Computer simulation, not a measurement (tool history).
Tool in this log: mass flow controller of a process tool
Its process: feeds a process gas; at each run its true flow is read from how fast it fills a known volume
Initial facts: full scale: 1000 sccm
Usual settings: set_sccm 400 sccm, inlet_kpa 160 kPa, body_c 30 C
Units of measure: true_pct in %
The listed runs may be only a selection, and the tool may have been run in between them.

run	hour	set_sccm	inlet_kpa	body_c	true_pct
1	0.0	400	160	30	97.38
2	43.6	400	160	30	97.25
3	121.6	400	160	30	97.23
4	194.9	400	160	30	97.28
5	268.3	400	160	30	97.12
6	337.0	400	160	30	97.27
7	379.5	400	160	30	97.14
8	457.9	400	160	30	96.91
9	520.7	347	260	34	96.58
# hour 528.3: controller's zero set anew
10	579.6	810	160	21	97.58

Run 11 has not been measured yet. What should we expect?
11	666.5	810	160	21	?

true_pct: 97.59 %
Were there no unlogged condition in the tool, this run, its random variation unchanged, would have produced true_pct 99.30 %.
